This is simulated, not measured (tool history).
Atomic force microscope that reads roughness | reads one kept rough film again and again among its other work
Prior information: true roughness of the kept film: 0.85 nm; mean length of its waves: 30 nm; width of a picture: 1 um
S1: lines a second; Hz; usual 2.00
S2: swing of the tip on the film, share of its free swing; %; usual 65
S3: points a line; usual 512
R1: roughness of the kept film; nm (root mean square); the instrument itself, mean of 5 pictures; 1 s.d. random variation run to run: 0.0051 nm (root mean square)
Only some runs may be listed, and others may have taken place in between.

run     day    S1  S2   S3     R1
  1   0.000  2.00  65  512  0.790
  2   0.329  2.00  65  512  0.785
      0.442  -- new tip fitted
  3   0.846  2.00  65  512  0.807
  4   1.121  2.00  64  512  0.796
  5   1.662  2.00  87  512  0.723
  6   2.279  2.00  87  340  0.720
  7   2.721  2.00  68  512  0.782
  8   3.212  2.00  68  512  0.777
  9   3.554  2.00  68  310  0.781
 10   4.067  2.00  68  310  0.770
 11   4.700  2.00  65  485  0.794
 12   5.342  2.00  65  485  0.796
 13   5.646  2.00  65  485  0.791
 14   6.217  2.00  65  512  0.787
 15   6.675  2.00  82  512  0.750
 16   7.250  2.00  82  512  0.735
 17   7.662  2.00  82  512  0.737
 18   8.196  2.00  65  512  0.783
 19   8.500  2.00  85  512  0.721
 20   8.858  2.00  85  512  0.732
 21   9.142  2.00  85  512  0.729
 22   9.558  2.00  65  512  0.793
 23   9.854  2.47  65  512  0.783
 24  10.350  2.47  65  512  0.784
 25  10.796  2.47  65  512  0.786
 26  11.212  1.85  65  512  0.795
 27  11.583  1.85  65  512  0.797
     11.700  -- new tip fitted
 28  12.192  1.85  65  512  0.791
 29  12.508  1.15  67  512  0.809
 30  12.842  1.15  67  512  0.807
 31  13.117  2.00  84  967  0.737
 32  13.717  2.00  84  967  0.744
 33  14.079  0.68  88  305  0.779
 34  14.425  0.68  88  468  0.782
 35  14.783  2.96  74  512  0.751
 36  15.271  2.96  60  414  0.783
 37  15.562  0.82  60  414  0.817
 38  15.838  0.64  77  404  0.796
 39  16.217  2.00  56  260  0.802
 40  16.825  2.63  67  582  0.780
 41  17.121  3.14  79  788  0.722

Predict the results of run 42:
 42  17.517  0.90  79  684   ?

{"run 42": {"R1": 0.791}}
With no hidden state in the tool, this same run would have given R1 0.794 nm (root mean square).

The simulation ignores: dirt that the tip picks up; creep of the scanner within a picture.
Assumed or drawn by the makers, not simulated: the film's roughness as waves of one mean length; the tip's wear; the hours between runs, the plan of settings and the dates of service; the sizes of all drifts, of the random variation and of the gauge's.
